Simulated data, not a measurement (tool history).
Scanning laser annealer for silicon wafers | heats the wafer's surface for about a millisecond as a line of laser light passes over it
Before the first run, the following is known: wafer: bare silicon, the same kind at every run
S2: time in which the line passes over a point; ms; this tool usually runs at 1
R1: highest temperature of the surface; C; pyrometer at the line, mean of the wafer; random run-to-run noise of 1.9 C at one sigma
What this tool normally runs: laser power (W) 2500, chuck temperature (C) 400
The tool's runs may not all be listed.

run 1 hour=0 | laser_power_(W)=2500 S2=1 chuck_temperature_(C)=400 | R1=1208
run 2 hour=5.9 | laser_power_(W)=2500 S2=1 chuck_temperature_(C)=400 | R1=1206
run 3 hour=15 | laser_power_(W)=2500 S2=1 chuck_temperature_(C)=400 | R1=1201
run 4 hour=22.9 | laser_power_(W)=2500 S2=1 chuck_temperature_(C)=400 | R1=1206
run 5 hour=34 | laser_power_(W)=2500 S2=1 chuck_temperature_(C)=407 | R1=1210
run 6 hour=39.9 | laser_power_(W)=2500 S2=0.82 chuck_temperature_(C)=400 | R1=1122
run 7 hour=47.2 | laser_power_(W)=2500 S2=0.82 chuck_temperature_(C)=400 | R1=1118
run 8 hour=53.2 | laser_power_(W)=2500 S2=0.82 chuck_temperature_(C)=400 | R1=1123
run 9 hour=59.1 | laser_power_(W)=2500 S2=0.82 chuck_temperature_(C)=400 | R1=1119
run 10 hour=68.5 | laser_power_(W)=2281 S2=1 chuck_temperature_(C)=400 | R1=1122
run 11 hour=80.4 | laser_power_(W)=2281 S2=1 chuck_temperature_(C)=400 | R1=1128
run 12 hour=92.3 | laser_power_(W)=2500 S2=1 chuck_temperature_(C)=400 | R1=1201
run 13 hour=101.6 | laser_power_(W)=2500 S2=1 chuck_temperature_(C)=400 | R1=1201
run 14 hour=111.5 | laser_power_(W)=2500 S2=1 chuck_temperature_(C)=381 | R1=1181
run 15 hour=118.6 | laser_power_(W)=2500 S2=1 chuck_temperature_(C)=381 | R1=1179
run 16 hour=125.2 | laser_power_(W)=2500 S2=1.13 chuck_temperature_(C)=400 | R1=1256
-- hour=133.3 optics aligned, line set to its width
run 17 hour=142.2 | laser_power_(W)=2369 S2=0.79 chuck_temperature_(C)=400 | R1=1073
run 18 hour=150.2 | laser_power_(W)=2369 S2=0.79 chuck_temperature_(C)=400 | R1=1073
run 19 hour=160.1 | laser_power_(W)=2369 S2=0.79 chuck_temperature_(C)=400 | R1=1065
run 20 hour=172.3 | laser_power_(W)=2516 S2=0.72 chuck_temperature_(C)=408 | R1=1087
run 21 hour=178.8 | laser_power_(W)=2516 S2=0.72 chuck_temperature_(C)=408 | R1=1093
run 22 hour=189 | laser_power_(W)=2377 S2=0.72 chuck_temperature_(C)=416 | R1=1052

Estimate the outcome of run 23 from the log above:
run 23 hour=199.6 | laser_power_(W)=2377 S2=0.72 chuck_temperature_(C)=413 | R1=?

R1: 1051 C
Were there no unlogged condition in the tool, this run, its random variation unchanged, would have produced R1 1071 C.
